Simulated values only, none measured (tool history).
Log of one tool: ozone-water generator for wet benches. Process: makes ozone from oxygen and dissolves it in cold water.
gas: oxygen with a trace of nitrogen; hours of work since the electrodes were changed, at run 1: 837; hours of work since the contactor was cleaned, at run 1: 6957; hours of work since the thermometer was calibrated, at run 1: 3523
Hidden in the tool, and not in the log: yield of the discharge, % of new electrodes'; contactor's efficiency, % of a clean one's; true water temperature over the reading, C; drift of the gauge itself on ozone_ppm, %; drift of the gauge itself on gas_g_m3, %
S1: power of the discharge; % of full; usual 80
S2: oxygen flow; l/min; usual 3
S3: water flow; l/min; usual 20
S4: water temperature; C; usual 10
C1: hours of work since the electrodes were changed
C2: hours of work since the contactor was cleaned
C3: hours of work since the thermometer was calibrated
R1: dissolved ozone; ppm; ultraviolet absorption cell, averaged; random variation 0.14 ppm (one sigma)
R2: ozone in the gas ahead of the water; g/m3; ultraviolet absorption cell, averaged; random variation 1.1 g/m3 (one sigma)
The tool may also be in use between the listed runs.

{"run": 1, "hour": 0.0, "S1": 80, "S2": 3, "S3": 20, "S4": 10, "C1": 837, "C2": 6957, "C3": 3523, "R1": 15.2, "R2": 198.3}
{"run": 2, "hour": 23.4, "S1": 80, "S2": 3, "S3": 20, "S4": 10, "C1": 854, "C2": 6975, "C3": 3540, "R1": 14.9, "R2": 199.3}
{"run": 3, "hour": 56.3, "S1": 80, "S2": 3, "S3": 20, "S4": 10, "C1": 879, "C2": 7000, "C3": 3565, "R1": 15.1, "R2": 200.2}
{"run": 4, "hour": 83.2, "S1": 80, "S2": 3, "S3": 20, "S4": 10, "C1": 899, "C2": 7020, "C3": 3585, "R1": 14.7, "R2": 197.2}
{"run": 5, "hour": 102.8, "S1": 80, "S2": 3, "S3": 20, "S4": 16, "C1": 914, "C2": 7035, "C3": 3600, "R1": 14, "R2": 197.3}
{"run": 6, "hour": 144.6, "S1": 80, "S2": 3, "S3": 20, "S4": 6, "C1": 946, "C2": 7066, "C3": 3632, "R1": 15.3, "R2": 200.3}
{"run": 7, "hour": 185.4, "S1": 80, "S2": 3, "S3": 20, "S4": 10, "C1": 976, "C2": 7097, "C3": 3662, "R1": 14.9, "R2": 198.1}
{"hour": 192.2, "done": "contactor cleaned"}
{"run": 8, "hour": 210.9, "S1": 80, "S2": 3, "S3": 20, "S4": 10, "C1": 993, "C2": 14, "C3": 3679, "R1": 14.7, "R2": 197.3}
{"run": 9, "hour": 248.1, "S1": 80, "S2": 3, "S3": 13, "S4": 10, "C1": 1021, "C2": 42, "C3": 3707, "R1": 23.3, "R2": 197.6}
{"run": 10, "hour": 281.3, "S1": 80, "S2": 3, "S3": 20, "S4": 10, "C1": 1046, "C2": 67, "C3": 3732, "R1": 14.6, "R2": 196.6}
{"run": 11, "hour": 314.8, "S1": 80, "S2": 3, "S3": 23, "S4": 10, "C1": 1071, "C2": 92, "C3": 3757, "R1": 12.3, "R2": 197}
{"run": 12, "hour": 350.3, "S1": 80, "S2": 3, "S3": 23, "S4": 6, "C1": 1098, "C2": 119, "C3": 3784, "R1": 12.9, "R2": 197.4}
{"hour": 356.9, "done": "contactor cleaned, once more"}
{"run": 13, "hour": 379.9, "S1": 52, "S2": 3.61, "S3": 20, "S4": 11, "C1": 1117, "C2": 17, "C3": 3803, "R1": 12.3, "R2": 140.9}
{"run": 14, "hour": 411.1, "S1": 81, "S2": 4.05, "S3": 24, "S4": 11, "C1": 1140, "C2": 41, "C3": 3826, "R1": 13, "R2": 167.4}
{"run": 15, "hour": 445.5, "S1": 54, "S2": 3, "S3": 20, "S4": 10, "C1": 1166, "C2": 67, "C3": 3852, "R1": 12.2, "R2": 158.7}
{"run": 16, "hour": 486.4, "S1": 79, "S2": 2.17, "S3": 13, "S4": 5, "C1": 1197, "C2": 98, "C3": 3883, "R1": 24.3, "R2": 235.2}
{"run": 17, "hour": 528.2, "S1": 100, "S2": 3, "S3": 20, "S4": 6, "C1": 1229, "C2": 129, "C3": 3915, "R1": 18, "R2": 220.9}
{"run": 18, "hour": 564.5, "S1": 47, "S2": 1.8, "S3": 13, "S4": 8, "C1": 1256, "C2": 156, "C3": 3942, "R1": 16.9, "R2": 194.8}
{"run": 19, "hour": 596.2, "S1": 49, "S2": 4.61, "S3": 14, "S4": 10, "C1": 1280, "C2": 180, "C3": 3966, "R1": 17.1, "R2": 116.5}
{"run": 20, "hour": 635.2, "S1": 49, "S2": 1.59, "S3": 14, "S4": 16, "C1": 1309, "C2": 210, "C3": 3995, "R1": 14.9, "R2": 216.5}
{"run": 21, "hour": 674.2, "S1": 49, "S2": 1.59, "S3": 14, "S4": 16, "C1": 1338, "C2": 239, "C3": 4024, "R1": 14.9, "R2": 215.6}
{"run": 22, "hour": 700.8, "S1": 78, "S2": 1.59, "S3": 14, "S4": 12, "C1": 1358, "C2": 259, "C3": 4044, "R1": 19.5, "R2": 277.8}
{"run": 23, "hour": 728.2, "S1": 78, "S2": 1.59, "S3": 14, "S4": 12, "C1": 1379, "C2": 280, "C3": 4065, "R1": 19.7, "R2": 279.9}

Forecast each of these 5 alternatives for the next run:
{"run": "A", "hour": 748.3, "S1": 78, "S2": 3.65, "S3": 25, "S4": 10, "C1": 1394, "C2": 295, "C3": 4080, "R1": "?", "R2": "?"}
{"run": "B", "hour": 748.3, "S1": 98, "S2": 1.59, "S3": 14, "S4": 13, "C1": 1394, "C2": 295, "C3": 4080, "R1": "?", "R2": "?"}
{"run": "C", "hour": 748.3, "S1": 43, "S2": 1.59, "S3": 14, "S4": 5, "C1": 1394, "C2": 295, "C3": 4080, "R1": "?", "R2": "?"}
{"run": "D", "hour": 748.3, "S1": 75, "S2": 3, "S3": 13, "S4": 10, "C1": 1394, "C2": 295, "C3": 4080, "R1": "?", "R2": "?"}
{"run": "E", "hour": 748.3, "S1": 67, "S2": 3, "S3": 14, "S4": 7, "C1": 1394, "C2": 295, "C3": 4080, "R1": "?", "R2": "?"}

run=A R1=12.2 R2=173.9
run=B R1=22.5 R2=317.9
run=C R1=14.9 R2=201.2
run=D R1=22.9 R2=190.2
run=E R1=20.9 R2=178.1
Without the tool's hidden state the same runs would have given:
run=A R1=12.8 R2=179.3
run=B R1=23.5 R2=328.9
run=C R1=15.4 R2=205.4
run=D R1=23.8 R2=195.9
run=E R1=21.7 R2=183.2

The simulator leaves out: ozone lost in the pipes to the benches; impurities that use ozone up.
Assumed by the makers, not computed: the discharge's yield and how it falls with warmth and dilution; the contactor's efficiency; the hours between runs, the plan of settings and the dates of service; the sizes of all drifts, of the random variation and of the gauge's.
